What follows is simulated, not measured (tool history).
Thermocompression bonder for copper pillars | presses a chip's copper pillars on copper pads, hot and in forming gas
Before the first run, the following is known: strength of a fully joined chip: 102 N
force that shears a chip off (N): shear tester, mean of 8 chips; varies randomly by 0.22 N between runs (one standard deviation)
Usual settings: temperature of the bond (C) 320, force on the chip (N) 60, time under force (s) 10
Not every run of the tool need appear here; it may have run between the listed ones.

| run | hour | temperature of the bond (C) | force on the chip (N) | time under force (s) | force that shears a chip off (N) |
|---|---|---|---|---|---|
| 1 | 0 | 320 | 60 | 10 | 60.9 |
| 2 | 11.5 | 320 | 60 | 10 | 61 |
| 3 | 23 | 320 | 60 | 10 | 61.2 |
| 4 | 30.9 | 320 | 60 | 10 | 61.4 |
| 5 | 40.9 | 320 | 60 | 10 | 60.7 |
| 6 | 47.3 | 320 | 89 | 10 | 79.6 |
| 7 | 55.7 | 320 | 60 | 10 | 60.5 |
| 8 | 63.6 | 305 | 60 | 10 | 54.1 |
| 9 | 69.8 | 305 | 60 | 10 | 54.4 |
| 10 | 77.8 | 320 | 60 | 10 | 60.6 |
| 11 | 88.2 | 320 | 60 | 10 | 60.2 |
| 12 | 98.6 | 320 | 60 | 10 | 60.6 |
| 13 | 110.9 | 320 | 60 | 10 | 60.4 |
| 14 | 116.1 | 320 | 60 | 10 | 59.8 |
| 15 | 128.2 | 320 | 60 | 10 | 59.7 |
| 16 | 134.6 | 320 | 60 | 10 | 60.1 |
| 17 | 140 | 320 | 60 | 10 | 60 |
| 18 | 146 | 320 | 48 | 10 | 48.7 |
| 19 | 154.2 | 320 | 48 | 10 | 48.9 |
| 20 | 164.9 | 303 | 60 | 10 | 52.5 |
| 21 | 174.2 | 303 | 49 | 13 | 47.3 |
| 22 | 187.1 | 310 | 64 | 5 | 46.7 |
| 23 | 192.9 | 310 | 64 | 5 | 46.5 |
| 24 | 204.9 | 314 | 79 | 15 | 77 |
| 25 | 214.6 | 320 | 63 | 12 | 64.8 |
| 26 | 226.2 | 344 | 74 | 10 | 77.6 |
| 27 | 232.5 | 344 | 74 | 10 | 77.6 |
| 28 | 241.4 | 334 | 76 | 8 | 71.5 |
| 29 | 253.7 | 329 | 50 | 18 | 63.7 |
| 30 | 262.7 | 336 | 53 | 10 | 58.9 |
| 31 | 271.9 | 326 | 53 | 21 | 67.7 |
| 32 | 280.9 | 310 | 60 | 10 | 54.9 |
| 33 | 287.9 | 310 | 60 | 10 | 54.5 |
| 34 | 295.2 | 329 | 60 | 10 | 62.4 |
| 35 | 303.6 | 329 | 60 | 10 | 62 |
| 36 | 312.5 | 329 | 60 | 10 | 61.9 |
| 37 | 318 | 298 | 82 | 7 | 58.2 |
| 38 | 325.3 | 298 | 82 | 7 | 58.2 |
| 39 | 332.8 | 298 | 82 | 7 | 57.9 |

What if the next run were any one of these 4? Each begins from the tool's condition after run 39:
| A | 344.9 | 299 | 56 | 9 | ? |
| B | 344.9 | 298 | 82 | 24 | ? |
| C | 344.9 | 318 | 87 | 7 | ? |
| D | 344.9 | 298 | 74 | 10 | ? |

| run | force that shears a chip off (N) |
|---|---|
| A | 44.6 |
| B | 77.7 |
| C | 69.1 |
| D | 59.1 |
Without the tool's unlogged condition, the same runs would have read:
| run | force that shears a chip off (N) |
|---|---|
| A | 46.8 |
| B | 83.3 |
| C | 73.6 |
| D | 62.5 |
